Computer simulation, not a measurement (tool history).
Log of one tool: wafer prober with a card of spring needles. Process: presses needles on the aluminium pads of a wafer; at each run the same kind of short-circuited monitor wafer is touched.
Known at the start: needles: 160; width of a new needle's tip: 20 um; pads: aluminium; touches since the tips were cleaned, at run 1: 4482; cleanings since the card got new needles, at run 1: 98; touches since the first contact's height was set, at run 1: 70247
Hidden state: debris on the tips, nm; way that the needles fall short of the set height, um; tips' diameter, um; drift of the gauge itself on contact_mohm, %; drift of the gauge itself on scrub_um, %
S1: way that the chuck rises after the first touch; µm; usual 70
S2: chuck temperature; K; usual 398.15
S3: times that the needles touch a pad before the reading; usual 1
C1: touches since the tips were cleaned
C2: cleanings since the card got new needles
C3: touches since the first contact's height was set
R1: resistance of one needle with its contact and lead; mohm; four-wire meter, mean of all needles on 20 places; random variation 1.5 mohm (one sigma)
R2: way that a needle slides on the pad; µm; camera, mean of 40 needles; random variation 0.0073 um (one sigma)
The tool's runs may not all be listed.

run 1 day=0 | S1=70 S2=398.15 S3=1 | C1=4482 C2=98 C3=70247 | R1=177 R2=8.687
-- day=0.079 tips cleaned on abrasive film
-- day=0.388 tips cleaned on abrasive film
-- day=0.696 tips cleaned on abrasive film
-- day=1.083 tips cleaned on abrasive film
-- day=1.392 tips cleaned on abrasive film
run 2 day=1.471 | S1=70 S2=398.15 S3=1 | C1=1286 C2=103 C3=93056 | R1=171 R2=8.638
-- day=1.704 tips cleaned on abrasive film
-- day=2.012 tips cleaned on abrasive film
-- day=2.321 tips cleaned on abrasive film
-- day=2.708 tips cleaned on abrasive film
-- day=2.721 height of the first contact set anew
-- day=3.029 tips cleaned on abrasive film
run 3 day=3.188 | S1=70 S2=398.15 S3=1 | C1=2526 C2=108 C3=7310 | R1=175 R2=8.759
-- day=3.346 tips cleaned on abrasive film
-- day=3.654 tips cleaned on abrasive film
-- day=3.962 tips cleaned on abrasive film
run 4 day=4.267 | S1=70 S2=398.15 S3=1 | C1=4760 C2=111 C3=24027 | R1=186 R2=8.754
-- day=4.346 tips cleaned on abrasive film
-- day=4.725 tips cleaned on abrasive film
-- day=5.108 tips cleaned on abrasive film
-- day=5.462 tips cleaned on abrasive film
run 5 day=5.462 | S1=70 S2=398.15 S3=1 | C1=0 C2=115 C3=42613 | R1=146 R2=8.72
-- day=5.775 tips cleaned on abrasive film
-- day=6.154 tips cleaned on abrasive film
-- day=6.462 tips cleaned on abrasive film
-- day=6.771 tips cleaned on abrasive film
-- day=7 tips cleaned on abrasive film, once more
run 6 day=7 | S1=70 S2=398.15 S3=1 | C1=0 C2=120 C3=66432 | R1=146 R2=8.692
-- day=7.308 tips cleaned on abrasive film
-- day=7.696 tips cleaned on abrasive film
-- day=8.004 tips cleaned on abrasive film
-- day=8.383 tips cleaned on abrasive film
run 7 day=8.55 | S1=70 S2=398.15 S3=1 | C1=2605 C2=124 C3=90500 | R1=179 R2=8.654
-- day=8.704 tips cleaned on abrasive film
-- day=9.012 tips cleaned on abrasive film
-- day=9.321 tips cleaned on abrasive film
-- day=9.708 tips cleaned on abrasive film
run 8 day=9.712 | S1=70 S2=398.15 S3=1 | C1=85 C2=128 C3=108518 | R1=152 R2=8.638
-- day=9.954 height of the first contact set anew
-- day=10.033 tips cleaned on abrasive film
-- day=10.342 tips cleaned on abrasive film
-- day=10.725 tips cleaned on abrasive film
run 9 day=10.783 | S1=70 S2=398.15 S3=1 | C1=912 C2=131 C3=12870 | R1=168 R2=8.75
-- day=11.092 tips cleaned on abrasive film
-- day=11.4 tips cleaned on abrasive film
-- day=11.783 tips cleaned on abrasive film
-- day=12.162 tips cleaned on abrasive film
run 10 day=12.208 | S1=70 S2=312.15 S3=1 | C1=672 C2=135 C3=34956 | R1=150 R2=8.726
-- day=12.517 tips cleaned on abrasive film
-- day=12.825 tips cleaned on abrasive film
-- day=13.133 tips cleaned on abrasive film
-- day=13.475 tips cleaned on abrasive film
run 11 day=13.475 | S1=70 S2=312.15 S3=1 | C1=0 C2=139 C3=54611 | R1=131 R2=8.711
-- day=13.858 tips cleaned on abrasive film
-- day=14.242 tips cleaned on abrasive film
-- day=14.554 tips cleaned on abrasive film
run 12 day=14.658 | S1=70 S2=398.15 S3=1 | C1=1642 C2=142 C3=72993 | R1=171 R2=8.663
-- day=14.888 tips cleaned on abrasive film
-- day=15.196 tips cleaned on abrasive film
-- day=15.575 tips cleaned on abrasive film
-- day=15.888 tips cleaned on abrasive film
-- day=16.229 tips cleaned on abrasive film
run 13 day=16.229 | S1=70 S2=398.15 S3=1 | C1=0 C2=147 C3=97380 | R1=153 R2=8.637
-- day=16.538 tips cleaned on abrasive film
-- day=16.846 tips cleaned on abrasive film
-- day=17.158 height of the first contact set anew
-- day=17.242 tips cleaned on abrasive film
run 14 day=17.258 | S1=61 S2=365.15 S3=2 | C1=277 C2=150 C3=1474 | R1=149 R2=7.647
-- day=17.567 tips cleaned on abrasive film
-- day=17.95 tips cleaned on abrasive film
-- day=18.258 tips cleaned on abrasive film
run 15 day=18.483 | S1=70 S2=300.15 S3=1 | C1=3507 C2=153 C3=20507 | R1=172 R2=8.744
-- day=18.638 tips cleaned on abrasive film
-- day=18.946 tips cleaned on abrasive film
run 16 day=19.2 | S1=51 S2=300.15 S3=2 | C1=3987 C2=155 C3=31668 | R1=187 R2=6.341
-- day=19.279 tips cleaned on abrasive film
-- day=19.588 tips cleaned on abrasive film
-- day=19.896 tips cleaned on abrasive film
-- day=20.204 tips cleaned on abrasive film
run 17 day=20.421 | S1=51 S2=300.15 S3=2 | C1=3392 C2=159 C3=50603 | R1=187 R2=6.342
-- day=20.579 tips cleaned on abrasive film
-- day=20.958 tips cleaned on abrasive film
-- day=21.267 tips cleaned on abrasive film
-- day=21.646 tips cleaned on abrasive film
run 18 day=21.675 | S1=51 S2=300.15 S3=2 | C1=509 C2=163 C3=70058 | R1=154 R2=6.307
-- day=21.983 tips cleaned on abrasive film
-- day=22.362 tips cleaned on abrasive film
run 19 day=22.396 | S1=51 S2=300.15 S3=2 | C1=507 C2=165 C3=81236 | R1=155 R2=6.267
-- day=22.704 tips cleaned on abrasive film
-- day=23.012 tips cleaned on abrasive film
run 20 day=23.129 | S1=51 S2=300.15 S3=2 | C1=1839 C2=167 C3=92642 | R1=174 R2=6.259
-- day=23.362 tips cleaned on abrasive film
-- day=23.742 tips cleaned on abrasive film
-- day=24.125 tips cleaned on abrasive film
run 21 day=24.283 | S1=51 S2=300.15 S3=2 | C1=2453 C2=170 C3=110532 | R1=180 R2=6.247
-- day=24.371 height of the first contact set anew
-- day=24.45 tips cleaned on abrasive film
-- day=24.833 tips cleaned on abrasive film
-- day=25.142 tips cleaned on abrasive film
-- day=25.529 tips cleaned on abrasive film
run 22 day=25.604 | S1=90 S2=338.15 S3=2 | C1=1161 C2=174 C3=19097 | R1=140 R2=11.257
-- day=25.912 tips cleaned on abrasive film
-- day=26.221 tips cleaned on abrasive film
-- day=26.6 tips cleaned on abrasive film
run 23 day=26.6 | S1=90 S2=338.15 S3=2 | C1=0 C2=177 C3=34577 | R1=132 R2=11.224
-- day=26.908 tips cleaned on abrasive film
-- day=27.217 tips cleaned on abrasive film
-- day=27.525 tips cleaned on abrasive film
-- day=27.833 tips cleaned on abrasive film
run 24 day=28.104 | S1=55 S2=303.15 S3=1 | C1=4280 C2=181 C3=57989 | R1=208 R2=6.829
-- day=28.188 tips cleaned on abrasive film
-- day=28.571 tips cleaned on abrasive film
-- day=28.954 tips cleaned on abrasive film
run 25 day=29.167 | S1=64 S2=330.15 S3=1 | C1=3325 C2=184 C3=74427 | R1=187 R2=7.945
-- day=29.321 tips cleaned on abrasive film
-- day=29.629 tips cleaned on abrasive film
-- day=30.012 tips cleaned on abrasive film
-- day=30.396 tips cleaned on abrasive film
-- day=30.704 tips cleaned on abrasive film
run 26 day=30.875 | S1=62 S2=330.15 S3=2 | C1=2689 C2=189 C3=100969 | R1=169 R2=7.649

Hidden state at the last listed run before each entry between runs and at the first one after, where it differs:
Between runs 1 and 2: tips cleaned on abrasive film (day 0.079); tips cleaned on abrasive film (day 0.388); tips cleaned on abrasive film (day 0.696); tips cleaned on abrasive film (day 1.083); tips cleaned on abrasive film (day 1.392)
  debris on the tips, nm: 56.9 -> 37.4; way that the needles fall short of the set height, um: 0.65 -> 1.08; tips' diameter, um: 21.73 -> 22.62
  measured less the result without the state, R1: +35 -> +27 mohm; R2: -0.081 -> -0.135 µm
Between runs 2 and 3: tips cleaned on abrasive film (day 1.704); tips cleaned on abrasive film (day 2.012); tips cleaned on abrasive film (day 2.321); tips cleaned on abrasive film (day 2.708); height of the first contact set anew (day 2.721); tips cleaned on abrasive film (day 3.029)
  debris on the tips, nm: 37.4 -> 48.1; way that the needles fall short of the set height, um: 1.08 -> 0.05; tips' diameter, um: 22.62 -> 22.71
  measured less the result without the state, R1: +27 -> +32 mohm; R2: -0.135 -> -0.006 µm
Between runs 3 and 4: tips cleaned on abrasive film (day 3.346); tips cleaned on abrasive film (day 3.654); tips cleaned on abrasive film (day 3.962)
  debris on the tips, nm: 48.1 -> 62.2; way that the needles fall short of the set height, um: 0.05 -> 0.18; tips' diameter, um: 22.71 -> 22.76
  measured less the result without the state, R1: +32 -> +41 mohm; R2: -0.006 -> -0.022 µm
Between runs 4 and 5: tips cleaned on abrasive film (day 4.346); tips cleaned on abrasive film (day 4.725); tips cleaned on abrasive film (day 5.108); tips cleaned on abrasive film (day 5.462)
  debris on the tips, nm: 62.2 -> 2.8; way that the needles fall short of the set height, um: 0.18 -> 0.38; tips' diameter, um: 22.76 -> 22.83
  measured less the result without the state, R1: +41 -> +4 mohm; R2: -0.022 -> -0.047 µm
Between runs 5 and 6: tips cleaned on abrasive film (day 5.775); tips cleaned on abrasive film (day 6.154); tips cleaned on abrasive film (day 6.462); tips cleaned on abrasive film (day 6.771); tips cleaned on abrasive film, once more (day 7)
  debris on the tips, nm: 2.8 -> 2.5; way that the needles fall short of the set height, um: 0.38 -> 0.64; tips' diameter, um: 22.83 -> 22.92
  measured less the result without the state, R1: +4 -> +4 mohm; R2: -0.047 -> -0.079 µm
Between runs 6 and 7: tips cleaned on abrasive film (day 7.308); tips cleaned on abrasive film (day 7.696); tips cleaned on abrasive film (day 8.004); tips cleaned on abrasive film (day 8.383)
  debris on the tips, nm: 2.5 -> 51.5; way that the needles fall short of the set height, um: 0.64 -> 0.86; tips' diameter, um: 22.92 -> 22.99
  measured less the result without the state, R1: +4 -> +36 mohm; R2: -0.079 -> -0.108 µm
Between runs 7 and 8: tips cleaned on abrasive film (day 8.704); tips cleaned on abrasive film (day 9.012); tips cleaned on abrasive film (day 9.321); tips cleaned on abrasive film (day 9.708)
  debris on the tips, nm: 51.5 -> 6.8; way that the needles fall short of the set height, um: 0.86 -> 1.08; tips' diameter, um: 22.99 -> 23.07
  measured less the result without the state, R1: +36 -> +7 mohm; R2: -0.108 -> -0.136 µm
Between runs 8 and 9: height of the first contact set anew (day 9.954); tips cleaned on abrasive film (day 10.033); tips cleaned on abrasive film (day 10.342); tips cleaned on abrasive film (day 10.725)
  debris on the tips, nm: 6.8 -> 31.4; way that the needles fall short of the set height, um: 1.08 -> 0.16; tips' diameter, um: 23.07 -> 23.13
  measured less the result without the state, R1: +7 -> +23 mohm; R2: -0.136 -> -0.02 µm
Between runs 9 and 10: tips cleaned on abrasive film (day 11.092); tips cleaned on abrasive film (day 11.4); tips cleaned on abrasive film (day 11.783); tips cleaned on abrasive film (day 12.162)
  debris on the tips, nm: 31.4 -> 23.4; way that the needles fall short of the set height, um: 0.16 -> 0.36; tips' diameter, um: 23.13 -> 23.2
  measured less the result without the state, R1: +23 -> +20 mohm; R2: -0.02 -> -0.044 µm
Between runs 10 and 11: tips cleaned on abrasive film (day 12.517); tips cleaned on abrasive film (day 12.825); tips cleaned on abrasive film (day 13.133); tips cleaned on abrasive film (day 13.475)
  debris on the tips, nm: 23.4 -> 4.8; way that the needles fall short of the set height, um: 0.36 -> 0.56; tips' diameter, um: 23.2 -> 23.27
  measured less the result without the state, R1: +20 -> +6 mohm; R2: -0.044 -> -0.071 µm
Between runs 11 and 12: tips cleaned on abrasive film (day 13.858); tips cleaned on abrasive film (day 14.242); tips cleaned on abrasive film (day 14.554)
  debris on the tips, nm: 4.8 -> 36.2; way that the needles fall short of the set height, um: 0.56 -> 0.74; tips' diameter, um: 23.27 -> 23.33
  measured less the result without the state, R1: +6 -> +27 mohm; R2: -0.071 -> -0.092 µm
Between runs 12 and 13: tips cleaned on abrasive film (day 14.888); tips cleaned on abrasive film (day 15.196); tips cleaned on abrasive film (day 15.575); tips cleaned on abrasive film (day 15.888); tips cleaned on abrasive film (day 16.229)
  debris on the tips, nm: 36.2 -> 4.2; way that the needles fall short of the set height, um: 0.74 -> 1.02; tips' diameter, um: 23.33 -> 23.43
  measured less the result without the state, R1: +27 -> +7 mohm; R2: -0.092 -> -0.128 µm
Between runs 13 and 14: tips cleaned on abrasive film (day 16.538); tips cleaned on abrasive film (day 16.846); height of the first contact set anew (day 17.158); tips cleaned on abrasive film (day 17.242)
  debris on the tips, nm: 4.2 -> 12.9; way that the needles fall short of the set height, um: 1.02 -> 0.05; tips' diameter, um: 23.43 -> 23.48
  measured less the result without the state, R1: +7 -> +10 mohm; R2: -0.128 -> -0.006 µm
Between runs 14 and 15: tips cleaned on abrasive film (day 17.567); tips cleaned on abrasive film (day 17.95); tips cleaned on abrasive film (day 18.258)
  debris on the tips, nm: 12.9 -> 56.8; way that the needles fall short of the set height, um: 0.05 -> 0.19; tips' diameter, um: 23.48 -> 23.53
  measured less the result without the state, R1: +10 -> +47 mohm; R2: -0.006 -> -0.024 µm
Between runs 15 and 16: tips cleaned on abrasive film (day 18.638); tips cleaned on abrasive film (day 18.946)
  debris on the tips, nm: 56.8 -> 59.3; way that the needles fall short of the set height, um: 0.19 -> 0.31; tips' diameter, um: 23.53 -> 23.57
  measured less the result without the state, R1: +47 -> +55 mohm; R2: -0.024 -> -0.039 µm
Between runs 16 and 17: tips cleaned on abrasive film (day 19.279); tips cleaned on abrasive film (day 19.588); tips cleaned on abrasive film (day 19.896); tips cleaned on abrasive film (day 20.204)
  debris on the tips, nm: 59.3 -> 54.5; way that the needles fall short of the set height, um: 0.31 -> 0.51; tips' diameter, um: 23.57 -> 23.64
  measured less the result without the state, R1: +55 -> +51 mohm; R2: -0.039 -> -0.065 µm
Between runs 17 and 18: tips cleaned on abrasive film (day 20.579); tips cleaned on abrasive film (day 20.958); tips cleaned on abrasive film (day 21.267); tips cleaned on abrasive film (day 21.646)
  debris on the tips, nm: 54.5 -> 19.9; way that the needles fall short of the set height, um: 0.51 -> 0.73; tips' diameter, um: 23.64 -> 23.72
  measured less the result without the state, R1: +51 -> +21 mohm; R2: -0.065 -> -0.092 µm
Between runs 18 and 19: tips cleaned on abrasive film (day 21.983); tips cleaned on abrasive film (day 22.362)
  debris on the tips, nm: 19.9 -> 20.5; way that the needles fall short of the set height, um: 0.73 -> 0.85; tips' diameter, um: 23.72 -> 23.76
  measured less the result without the state, R1: +21 -> +22 mohm; R2: -0.092 -> -0.107 µm
Between runs 19 and 20: tips cleaned on abrasive film (day 22.704); tips cleaned on abrasive film (day 23.012)
  debris on the tips, nm: 20.5 -> 39.9; way that the needles fall short of the set height, um: 0.85 -> 0.94; tips' diameter, um: 23.76 -> 23.79
  measured less the result without the state, R1: +22 -> +40 mohm; R2: -0.107 -> -0.117 µm
Between runs 20 and 21: tips cleaned on abrasive film (day 23.362); tips cleaned on abrasive film (day 23.742); tips cleaned on abrasive film (day 24.125)
  debris on the tips, nm: 39.9 -> 48.2; way that the needles fall short of the set height, um: 0.94 -> 1.05; tips' diameter, um: 23.79 -> 23.83
  measured less the result without the state, R1: +40 -> +47 mohm; R2: -0.117 -> -0.132 µm
Between runs 21 and 22: height of the first contact set anew (day 24.371); tips cleaned on abrasive film (day 24.45); tips cleaned on abrasive film (day 24.833); tips cleaned on abrasive film (day 25.142); tips cleaned on abrasive film (day 25.529)
  debris on the tips, nm: 48.2 -> 31.6; way that the needles fall short of the set height, um: 1.05 -> 0.18; tips' diameter, um: 23.83 -> 23.9
  measured less the result without the state, R1: +47 -> +12 mohm; R2: -0.132 -> -0.023 µm
Between runs 22 and 23: tips cleaned on abrasive film (day 25.912); tips cleaned on abrasive film (day 26.221); tips cleaned on abrasive film (day 26.6)
  debris on the tips, nm: 31.6 -> 4.3; way that the needles fall short of the set height, um: 0.18 -> 0.32; tips' diameter, um: 23.9 -> 23.94
  measured less the result without the state, R1: +12 -> +4 mohm; R2: -0.023 -> -0.041 µm
Between runs 23 and 24: tips cleaned on abrasive film (day 26.908); tips cleaned on abrasive film (day 27.217); tips cleaned on abrasive film (day 27.525); tips cleaned on abrasive film (day 27.833)
  debris on the tips, nm: 4.3 -> 59.8; way that the needles fall short of the set height, um: 0.32 -> 0.5; tips' diameter, um: 23.94 -> 24.01
  measured less the result without the state, R1: +4 -> +79 mohm; R2: -0.041 -> -0.062 µm
Between runs 24 and 25: tips cleaned on abrasive film (day 28.188); tips cleaned on abrasive film (day 28.571); tips cleaned on abrasive film (day 28.954)
  debris on the tips, nm: 59.8 -> 54.1; way that the needles fall short of the set height, um: 0.5 -> 0.65; tips' diameter, um: 24.01 -> 24.06
  measured less the result without the state, R1: +79 -> +54 mohm; R2: -0.062 -> -0.081 µm
Between runs 25 and 26: tips cleaned on abrasive film (day 29.321); tips cleaned on abrasive film (day 29.629); tips cleaned on abrasive film (day 30.012); tips cleaned on abrasive film (day 30.396); tips cleaned on abrasive film (day 30.704)
  debris on the tips, nm: 54.1 -> 53.6; way that the needles fall short of the set height, um: 0.65 -> 0.93; tips' diameter, um: 24.06 -> 24.16
  measured less the result without the state, R1: +54 -> +36 mohm; R2: -0.081 -> -0.117 µm

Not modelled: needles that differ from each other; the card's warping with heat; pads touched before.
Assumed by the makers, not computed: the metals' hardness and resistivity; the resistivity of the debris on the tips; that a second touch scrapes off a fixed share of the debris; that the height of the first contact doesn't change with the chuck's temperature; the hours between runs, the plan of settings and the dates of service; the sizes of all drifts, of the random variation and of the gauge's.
